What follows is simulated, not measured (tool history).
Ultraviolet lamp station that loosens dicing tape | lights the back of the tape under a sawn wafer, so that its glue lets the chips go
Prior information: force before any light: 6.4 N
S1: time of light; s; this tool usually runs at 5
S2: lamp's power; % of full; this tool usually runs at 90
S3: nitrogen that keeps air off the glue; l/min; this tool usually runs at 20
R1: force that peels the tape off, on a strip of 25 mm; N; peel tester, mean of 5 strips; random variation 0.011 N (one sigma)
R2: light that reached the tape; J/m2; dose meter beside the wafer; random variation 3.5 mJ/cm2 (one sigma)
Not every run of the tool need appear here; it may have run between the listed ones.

run 1 hour=0 | S1=5 S2=90 S3=20 | R1=0.527 R2=5390
run 2 hour=5.6 | S1=5 S2=90 S3=20 | R1=0.5 R2=5400
run 3 hour=16.6 | S1=5 S2=90 S3=20 | R1=0.52 R2=5350
run 4 hour=26.8 | S1=5 S2=90 S3=20 | R1=0.536 R2=5440
run 5 hour=38 | S1=5 S2=90 S3=20 | R1=0.534 R2=5350
run 6 hour=49.5 | S1=5 S2=79 S3=20 | R1=0.668 R2=4660
run 7 hour=58.2 | S1=5 S2=90 S3=20 | R1=0.53 R2=5340
run 8 hour=70.1 | S1=5 S2=90 S3=12 | R1=0.749 R2=5300
run 9 hour=80.2 | S1=10 S2=90 S3=12 | R1=0.268 R2=10660
run 10 hour=91.2 | S1=5 S2=90 S3=21 | R1=0.524 R2=5270
run 11 hour=103.7 | S1=5 S2=90 S3=21 | R1=0.529 R2=5240
run 12 hour=112.2 | S1=5 S2=90 S3=20 | R1=0.541 R2=5240
run 13 hour=125.1 | S1=3 S2=69 S3=37 | R1=1.388 R2=2400
run 14 hour=135 | S1=3 S2=69 S3=37 | R1=1.405 R2=2400
run 15 hour=142.5 | S1=3 S2=69 S3=37 | R1=1.441 R2=2410
run 16 hour=148.9 | S1=5 S2=90 S3=35 | R1=0.407 R2=5250
run 17 hour=156.7 | S1=5 S2=90 S3=9 | R1=0.939 R2=5180
run 18 hour=162.7 | S1=8 S2=90 S3=9 | R1=0.446 R2=8250
run 19 hour=174.6 | S1=8 S2=90 S3=9 | R1=0.428 R2=8250
run 20 hour=187.6 | S1=8 S2=88 S3=9 | R1=0.443 R2=8010
run 21 hour=195.8 | S1=8 S2=88 S3=9 | R1=0.452 R2=7960
run 22 hour=201.3 | S1=5 S2=90 S3=33 | R1=0.419 R2=5070
run 23 hour=212.1 | S1=5 S2=90 S3=33 | R1=0.435 R2=5110

Table of differences, measured result less the result of that run with no hidden state. Run-to-run variation is the same in both. Gauge scatter possibly is not:
Hidden state present: lamp's light, % of a new lamp's; light that the window lets through, % of a clean one's; drift of the gauge itself on peel_n, %; drift of the gauge itself on dose_mj_cm2, %.
run=1 R1=+0.041 R2=-250
run=2 R1=+0.039 R2=-260
run=3 R1=+0.043 R2=-280
run=4 R1=+0.047 R2=-290
run=5 R1=+0.049 R2=-310
run=6 R1=+0.067 R2=-280
run=7 R1=+0.054 R2=-340
run=8 R1=+0.081 R2=-360
run=9 R1=+0.014 R2=-750
run=10 R1=+0.059 R2=-390
run=11 R1=+0.065 R2=-410
run=12 R1=+0.068 R2=-420
run=13 R1=+0.153 R2=-210
run=14 R1=+0.16 R2=-210
run=15 R1=+0.166 R2=-210
run=16 R1=+0.05 R2=-480
run=17 R1=+0.13 R2=-480
run=18 R1=+0.059 R2=-790
run=19 R1=+0.059 R2=-830
run=20 R1=+0.066 R2=-830
run=21 R1=+0.068 R2=-850
run=22 R1=+0.062 R2=-550
run=23 R1=+0.066 R2=-570
